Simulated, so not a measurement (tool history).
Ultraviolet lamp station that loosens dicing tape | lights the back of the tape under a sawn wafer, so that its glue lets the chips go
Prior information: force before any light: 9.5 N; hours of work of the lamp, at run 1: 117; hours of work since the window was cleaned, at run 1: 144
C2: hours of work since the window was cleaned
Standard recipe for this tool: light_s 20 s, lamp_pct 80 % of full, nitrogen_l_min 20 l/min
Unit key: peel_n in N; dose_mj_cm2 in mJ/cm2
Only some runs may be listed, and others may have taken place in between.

{"run": 1, "day": 0.0, "light_s": 20, "lamp_pct": 80, "nitrogen_l_min": 20, "hours of work of the lamp": 117, "C2": 144, "peel_n": 1.256, "dose_mj_cm2": 471}
{"run": 2, "day": 0.354, "light_s": 20, "lamp_pct": 80, "nitrogen_l_min": 20, "hours of work of the lamp": 121, "C2": 149, "peel_n": 1.223, "dose_mj_cm2": 474}
{"run": 3, "day": 0.858, "light_s": 20, "lamp_pct": 80, "nitrogen_l_min": 20, "hours of work of the lamp": 128, "C2": 156, "peel_n": 1.217, "dose_mj_cm2": 477}
{"run": 4, "day": 1.246, "light_s": 20, "lamp_pct": 80, "nitrogen_l_min": 20, "hours of work of the lamp": 133, "C2": 161, "peel_n": 1.233, "dose_mj_cm2": 481}
{"run": 5, "day": 1.575, "light_s": 20, "lamp_pct": 76, "nitrogen_l_min": 20, "hours of work of the lamp": 137, "C2": 165, "peel_n": 1.435, "dose_mj_cm2": 453}
{"run": 6, "day": 1.883, "light_s": 20, "lamp_pct": 76, "nitrogen_l_min": 20, "hours of work of the lamp": 141, "C2": 169, "peel_n": 1.39, "dose_mj_cm2": 450}
{"run": 7, "day": 2.204, "light_s": 20, "lamp_pct": 76, "nitrogen_l_min": 20, "hours of work of the lamp": 145, "C2": 173, "peel_n": 1.42, "dose_mj_cm2": 450}
{"run": 8, "day": 2.883, "light_s": 20, "lamp_pct": 80, "nitrogen_l_min": 20, "hours of work of the lamp": 154, "C2": 182, "peel_n": 1.286, "dose_mj_cm2": 476}
{"run": 9, "day": 3.454, "light_s": 20, "lamp_pct": 80, "nitrogen_l_min": 20, "hours of work of the lamp": 162, "C2": 189, "peel_n": 1.299, "dose_mj_cm2": 472}
{"run": 10, "day": 4.096, "light_s": 20, "lamp_pct": 80, "nitrogen_l_min": 20, "hours of work of the lamp": 170, "C2": 198, "peel_n": 1.285, "dose_mj_cm2": 474}
{"run": 11, "day": 4.708, "light_s": 20, "lamp_pct": 80, "nitrogen_l_min": 8, "hours of work of the lamp": 178, "C2": 206, "peel_n": 2.369, "dose_mj_cm2": 477}
{"run": 12, "day": 5.171, "light_s": 20, "lamp_pct": 80, "nitrogen_l_min": 8, "hours of work of the lamp": 184, "C2": 212, "peel_n": 2.399, "dose_mj_cm2": 472}
{"run": 13, "day": 5.529, "light_s": 20, "lamp_pct": 80, "nitrogen_l_min": 8, "hours of work of the lamp": 189, "C2": 216, "peel_n": 2.369, "dose_mj_cm2": 471}
{"run": 14, "day": 5.862, "light_s": 29, "lamp_pct": 80, "nitrogen_l_min": 8, "hours of work of the lamp": 193, "C2": 221, "peel_n": 1.315, "dose_mj_cm2": 682}
{"run": 15, "day": 6.404, "light_s": 29, "lamp_pct": 80, "nitrogen_l_min": 8, "hours of work of the lamp": 200, "C2": 228, "peel_n": 1.371, "dose_mj_cm2": 679}
{"run": 16, "day": 7.083, "light_s": 29, "lamp_pct": 80, "nitrogen_l_min": 8, "hours of work of the lamp": 209, "C2": 237, "peel_n": 1.383, "dose_mj_cm2": 686}
{"run": 17, "day": 7.658, "light_s": 29, "lamp_pct": 80, "nitrogen_l_min": 8, "hours of work of the lamp": 216, "C2": 244, "peel_n": 1.361, "dose_mj_cm2": 681}
{"run": 18, "day": 7.946, "light_s": 36, "lamp_pct": 80, "nitrogen_l_min": 20, "hours of work of the lamp": 220, "C2": 248, "peel_n": 0.389, "dose_mj_cm2": 845}
{"run": 19, "day": 8.55, "light_s": 36, "lamp_pct": 80, "nitrogen_l_min": 20, "hours of work of the lamp": 228, "C2": 256, "peel_n": 0.407, "dose_mj_cm2": 844}
{"run": 20, "day": 9.2, "light_s": 20, "lamp_pct": 80, "nitrogen_l_min": 20, "hours of work of the lamp": 236, "C2": 264, "peel_n": 1.316, "dose_mj_cm2": 462}
{"run": 21, "day": 9.908, "light_s": 20, "lamp_pct": 80, "nitrogen_l_min": 20, "hours of work of the lamp": 246, "C2": 273, "peel_n": 1.325, "dose_mj_cm2": 463}
{"run": 22, "day": 10.454, "light_s": 20, "lamp_pct": 80, "nitrogen_l_min": 20, "hours of work of the lamp": 253, "C2": 280, "peel_n": 1.379, "dose_mj_cm2": 459}
{"run": 23, "day": 10.933, "light_s": 18, "lamp_pct": 79, "nitrogen_l_min": 35, "hours of work of the lamp": 259, "C2": 287, "peel_n": 1.154, "dose_mj_cm2": 414}
{"run": 24, "day": 11.583, "light_s": 18, "lamp_pct": 79, "nitrogen_l_min": 35, "hours of work of the lamp": 267, "C2": 295, "peel_n": 1.139, "dose_mj_cm2": 411}
{"run": 25, "day": 12.146, "light_s": 18, "lamp_pct": 79, "nitrogen_l_min": 35, "hours of work of the lamp": 275, "C2": 302, "peel_n": 1.152, "dose_mj_cm2": 412}
{"run": 26, "day": 12.708, "light_s": 32, "lamp_pct": 69, "nitrogen_l_min": 9, "hours of work of the lamp": 282, "C2": 310, "peel_n": 1.372, "dose_mj_cm2": 640}
{"run": 27, "day": 13.012, "light_s": 29, "lamp_pct": 93, "nitrogen_l_min": 11, "hours of work of the lamp": 286, "C2": 314, "peel_n": 0.826, "dose_mj_cm2": 778}
{"run": 28, "day": 13.629, "light_s": 17, "lamp_pct": 95, "nitrogen_l_min": 19, "hours of work of the lamp": 294, "C2": 322, "peel_n": 1.393, "dose_mj_cm2": 465}
{"run": 29, "day": 14.179, "light_s": 12, "lamp_pct": 99, "nitrogen_l_min": 8, "hours of work of the lamp": 301, "C2": 329, "peel_n": 3.428, "dose_mj_cm2": 336}
{"run": 30, "day": 14.658, "light_s": 20, "lamp_pct": 67, "nitrogen_l_min": 20, "hours of work of the lamp": 307, "C2": 335, "peel_n": 1.853, "dose_mj_cm2": 386}
{"run": 31, "day": 15.371, "light_s": 25, "lamp_pct": 65, "nitrogen_l_min": 28, "hours of work of the lamp": 317, "C2": 344, "peel_n": 1.05, "dose_mj_cm2": 462}
{"run": 32, "day": 15.721, "light_s": 25, "lamp_pct": 65, "nitrogen_l_min": 28, "hours of work of the lamp": 321, "C2": 349, "peel_n": 1.035, "dose_mj_cm2": 461}
{"run": 33, "day": 16.288, "light_s": 25, "lamp_pct": 65, "nitrogen_l_min": 28, "hours of work of the lamp": 329, "C2": 356, "peel_n": 1.091, "dose_mj_cm2": 464}
{"run": 34, "day": 16.708, "light_s": 14, "lamp_pct": 90, "nitrogen_l_min": 26, "hours of work of the lamp": 334, "C2": 362, "peel_n": 1.72, "dose_mj_cm2": 360}
{"run": 35, "day": 17.375, "light_s": 24, "lamp_pct": 90, "nitrogen_l_min": 26, "hours of work of the lamp": 343, "C2": 370, "peel_n": 0.631, "dose_mj_cm2": 608}
{"run": 36, "day": 18.012, "light_s": 36, "lamp_pct": 88, "nitrogen_l_min": 20, "hours of work of the lamp": 351, "C2": 379, "peel_n": 0.359, "dose_mj_cm2": 894}
{"run": 37, "day": 18.412, "light_s": 20, "lamp_pct": 83, "nitrogen_l_min": 20, "hours of work of the lamp": 356, "C2": 384, "peel_n": 1.327, "dose_mj_cm2": 473}
{"run": 38, "day": 19.108, "light_s": 20, "lamp_pct": 68, "nitrogen_l_min": 38, "hours of work of the lamp": 365, "C2": 393, "peel_n": 1.269, "dose_mj_cm2": 388}
{"run": 39, "day": 19.617, "light_s": 20, "lamp_pct": 68, "nitrogen_l_min": 38, "hours of work of the lamp": 372, "C2": 400, "peel_n": 1.219, "dose_mj_cm2": 378}
{"run": 40, "day": 20.238, "light_s": 20, "lamp_pct": 65, "nitrogen_l_min": 14, "hours of work of the lamp": 380, "C2": 408, "peel_n": 2.387, "dose_mj_cm2": 371}
{"run": 41, "day": 20.896, "light_s": 20, "lamp_pct": 65, "nitrogen_l_min": 14, "hours of work of the lamp": 388, "C2": 416, "peel_n": 2.503, "dose_mj_cm2": 362}
{"run": 42, "day": 21.612, "light_s": 20, "lamp_pct": 80, "nitrogen_l_min": 7, "hours of work of the lamp": 398, "C2": 426, "peel_n": 2.718, "dose_mj_cm2": 454}
{"run": 43, "day": 22.175, "light_s": 21, "lamp_pct": 80, "nitrogen_l_min": 27, "hours of work of the lamp": 405, "C2": 433, "peel_n": 1.048, "dose_mj_cm2": 472}

Consider 5 possible next runs. They are alternatives, not a sequence: every one starts from the tool as it was left by run 43. What does each give?
{"run": "A", "day": 22.767, "light_s": 20, "lamp_pct": 80, "nitrogen_l_min": 40, "hours of work of the lamp": 413, "C2": 441, "peel_n": "?", "dose_mj_cm2": "?"}
{"run": "B", "day": 22.767, "light_s": 38, "lamp_pct": 84, "nitrogen_l_min": 20, "hours of work of the lamp": 413, "C2": 441, "peel_n": "?", "dose_mj_cm2": "?"}
{"run": "C", "day": 22.767, "light_s": 18, "lamp_pct": 90, "nitrogen_l_min": 15, "hours of work of the lamp": 413, "C2": 441, "peel_n": "?", "dose_mj_cm2": "?"}
{"run": "D", "day": 22.767, "light_s": 28, "lamp_pct": 80, "nitrogen_l_min": 20, "hours of work of the lamp": 413, "C2": 441, "peel_n": "?", "dose_mj_cm2": "?"}
{"run": "E", "day": 22.767, "light_s": 16, "lamp_pct": 94, "nitrogen_l_min": 27, "hours of work of the lamp": 413, "C2": 441, "peel_n": "?", "dose_mj_cm2": "?"}

run=A peel_n=0.920 dose_mj_cm2=446
run=B peel_n=0.365 dose_mj_cm2=903
run=C peel_n=1.701 dose_mj_cm2=454
run=D peel_n=0.747 dose_mj_cm2=626
run=E peel_n=1.302 dose_mj_cm2=421
With the hidden condition removed and each run's random variation left untouched, the same runs would have given:
run=A peel_n=0.748 dose_mj_cm2=493
run=B peel_n=0.308 dose_mj_cm2=998
run=C peel_n=1.439 dose_mj_cm2=502
run=D peel_n=0.605 dose_mj_cm2=692
run=E peel_n=1.081 dose_mj_cm2=466
